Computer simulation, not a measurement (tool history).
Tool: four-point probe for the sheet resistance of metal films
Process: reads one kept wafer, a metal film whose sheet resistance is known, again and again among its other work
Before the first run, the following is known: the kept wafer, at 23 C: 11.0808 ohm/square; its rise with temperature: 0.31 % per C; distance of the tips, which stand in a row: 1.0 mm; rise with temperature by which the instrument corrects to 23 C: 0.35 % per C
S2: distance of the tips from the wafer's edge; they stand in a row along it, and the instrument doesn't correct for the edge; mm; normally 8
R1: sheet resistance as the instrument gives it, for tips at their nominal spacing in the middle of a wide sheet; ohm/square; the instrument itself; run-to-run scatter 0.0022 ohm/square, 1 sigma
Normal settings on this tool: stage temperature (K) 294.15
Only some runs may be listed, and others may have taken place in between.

Run 1, day 0.000: usual settings. Result: R1 11.186636 ohm/square.
Run 2, day 4.792: usual settings. Result: R1 11.183788 ohm/square.
Run 3, day 9.696: usual settings. Result: R1 11.183342 ohm/square.
Run 4, day 12.158: usual settings. Result: R1 11.186757 ohm/square.
Run 5, day 15.121: usual settings but stage temperature (K) 307.15. Result: R1 11.131568 ohm/square.
Run 6, day 19.012: usual settings but stage temperature (K) 293.15. Result: R1 11.189745 ohm/square.
Run 7, day 22.238: usual settings but stage temperature (K) 293.15. Result: R1 11.194763 ohm/square.
Run 8, day 26.883: usual settings but stage temperature (K) 293.15. Result: R1 11.187248 ohm/square.
Run 9, day 29.904: usual settings but stage temperature (K) 293.15. Result: R1 11.189224 ohm/square.
Run 10, day 33.475: usual settings but stage temperature (K) 298.15. Result: R1 11.167677 ohm/square.
Run 11, day 37.567: usual settings. Result: R1 11.185032 ohm/square.
Run 12, day 42.133: usual settings. Result: R1 11.185807 ohm/square.
Run 13, day 44.296: usual settings. Result: R1 11.183098 ohm/square.
Run 14, day 48.062: usual settings. Result: R1 11.186619 ohm/square.
Run 15, day 50.421: usual settings. Result: R1 11.182608 ohm/square.
Run 16, day 52.988: usual settings. Result: R1 11.187247 ohm/square.
Run 17, day 57.046: usual settings but S2 65 mm. Result: R1 11.094650 ohm/square.
Run 18, day 59.179: usual settings but S2 65 mm. Result: R1 11.094942 ohm/square.
Run 19, day 62.983: usual settings but S2 65 mm. Result: R1 11.095768 ohm/square.
Run 20, day 66.825: usual settings but S2 65 mm. Result: R1 11.095464 ohm/square.
Run 21, day 69.238: usual settings but S2 65 mm. Result: R1 11.089449 ohm/square.
Run 22, day 73.850: usual settings but S2 65 mm. Result: R1 11.093157 ohm/square.
Run 23, day 77.958: usual settings but stage temperature (K) 305.15. Result: R1 11.139283 ohm/square.
Run 24, day 81.804: usual settings but stage temperature (K) 305.15, S2 37 mm. Result: R1 11.052131 ohm/square.
Run 25, day 85.629: usual settings but stage temperature (K) 305.15, S2 37 mm. Result: R1 11.050360 ohm/square.
Run 26, day 90.550: usual settings but stage temperature (K) 296.15, S2 20 mm. Result: R1 11.098833 ohm/square.
Run 27, day 94.183: usual settings but stage temperature (K) 296.15, S2 20 mm. Result: R1 11.100939 ohm/square.
Run 28, day 99.154: usual settings but stage temperature (K) 299.15, S2 13 mm. Result: R1 11.107070 ohm/square.
Run 29, day 101.754: usual settings but stage temperature (K) 299.15, S2 3 mm. Result: R1 11.695213 ohm/square.
Run 30, day 105.233: usual settings but stage temperature (K) 303.15. Result: R1 11.143351 ohm/square.
Run 31, day 109.892: usual settings but stage temperature (K) 306.15, S2 13 mm. Result: R1 11.079246 ohm/square.
At day 112.671: stage's thermometer calibrated.
Run 32, day 115.112: usual settings but stage temperature (K) 299.15. Result: R1 11.160868 ohm/square.
Run 33, day 118.850: usual settings but stage temperature (K) 305.15. Result: R1 11.138101 ohm/square.
Run 34, day 122.800: usual settings but stage temperature (K) 302.15, S2 29 mm. Result: R1 11.067203 ohm/square.
Run 35, day 125.971: usual settings but stage temperature (K) 302.15, S2 29 mm. Result: R1 11.063594 ohm/square.
Run 36, day 128.338: usual settings but stage temperature (K) 308.15, S2 4 mm. Result: R1 11.396245 ohm/square.
Run 37, day 133.279: usual settings but stage temperature (K) 292.15, S2 26 mm. Result: R1 11.108073 ohm/square.
Run 38, day 136.696: usual settings but S2 23 mm. Result: R1 11.105623 ohm/square.
Run 39, day 140.671: usual settings but S2 6 mm. Result: R1 11.258516 ohm/square.
Run 40, day 144.025: usual settings but S2 15 mm. Result: R1 11.122780 ohm/square.
Run 41, day 149.033: usual settings but stage temperature (K) 295.15, S2 43 mm. Result: R1 11.091437 ohm/square.
Run 42, day 151.971: usual settings but stage temperature (K) 295.15, S2 32 mm. Result: R1 11.094124 ohm/square.
Run 43, day 154.100: usual settings but stage temperature (K) 295.15, S2 32 mm. Result: R1 11.096939 ohm/square.

Each row is a separate what-if for the run after 43, all from the same tool condition, not one after another. Results?
Run A, day 158.883: usual settings but stage temperature (K) 292.15, S2 32 mm. Result: R1 ?.
Run B, day 158.883: usual settings but stage temperature (K) 292.15, S2 9 mm. Result: R1 ?.
Run C, day 158.883: usual settings but stage temperature (K) 303.15, S2 32 mm. Result: R1 ?.
Run D, day 158.883: usual settings but stage temperature (K) 293.15. Result: R1 ?.
Run E, day 158.883: usual settings but stage temperature (K) 291.15, S2 45 mm. Result: R1 ?.

run         R1
  A  11.105131
  B  11.176139
  C  11.060630
  D  11.191193
  E  11.112425
Stripped of hidden state, with their random variation kept, the same runs would have yielded:
run         R1
  A  11.100687
  B  11.171670
  C  11.056185
  D  11.186716
  E  11.107980
